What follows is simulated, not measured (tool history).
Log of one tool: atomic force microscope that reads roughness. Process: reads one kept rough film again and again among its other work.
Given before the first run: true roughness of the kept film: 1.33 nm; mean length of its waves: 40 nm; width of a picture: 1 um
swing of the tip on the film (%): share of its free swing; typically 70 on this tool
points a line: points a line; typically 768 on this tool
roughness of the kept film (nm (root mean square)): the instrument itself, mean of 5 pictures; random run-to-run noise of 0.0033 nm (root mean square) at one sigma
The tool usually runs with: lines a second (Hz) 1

run     day  lines a second (Hz)  swing of the tip on the film (%)  points a line  roughness of the kept film (nm (root mean square))
  1       0                    1                                70            768                                               1.262
  2   1.817                    1                                70            768                                               1.255
  3   2.792                    1                                70            768                                               1.255
      3.483  -- new tip fitted
  4   4.046                    1                                70            768                                                1.26
  5   4.929                    1                                89            768                                               1.202
  6   6.158                    1                                89            768                                                 1.2
      7.067  -- new tip fitted
  7   7.067                    1                                89            768                                                1.21
  8   8.167                    1                                68            768                                               1.263
  9   9.171                    1                                68            768                                               1.263
     10.554  -- new tip fitted
 10  10.658                 0.68                                70            768                                               1.272
 11  11.429                 0.68                                65            768                                               1.282
 12  12.896                 0.68                                61            768                                                1.28
 13  13.812                 0.53                                70            398                                               1.267
     14.071  -- new tip fitted
 14  15.104                 1.43                                83            398                                               1.194
 15  16.075                 1.43                                83            398                                               1.197
 16      17                 1.15                                81            751                                               1.227
     17.671  -- new tip fitted
 17  17.875                 1.96                                70            768                                               1.227
 18  19.208                 1.96                                70            768                                               1.229
 19  20.742                 1.96                                70            768                                               1.227
     21.221  -- new tip fitted
 20  21.838                 1.08                                83            941                                               1.219
 21  23.092                 2.32                                57            941                                               1.264
 22  24.167                 0.59                                71            911                                               1.273

5 ways to go on from here, each from the tool as it stands after run 22. What would each give?
     24.696  -- new tip fitted
  A  25.462                 0.91                                70            768                                                   ?
     24.696  -- new tip fitted
  B  25.462                 3.19                                73            911                                                   ?
     24.696  -- new tip fitted
  C  25.462                    1                                75            768                                                   ?
     24.696  -- new tip fitted
  D  25.462                 0.59                                77            911                                                   ?
     24.696  -- new tip fitted
  E  25.462                 0.59                                71            418                                                   ?

run  roughness of the kept film (nm (root mean square))
  A                                               1.259
  B                                               1.166
  C                                               1.248
  D                                               1.262
  E                                               1.268
Without the tool's hidden state the same runs would have given:
run  roughness of the kept film (nm (root mean square))
  A                                               1.259
  B                                               1.166
  C                                               1.249
  D                                               1.262
  E                                               1.268
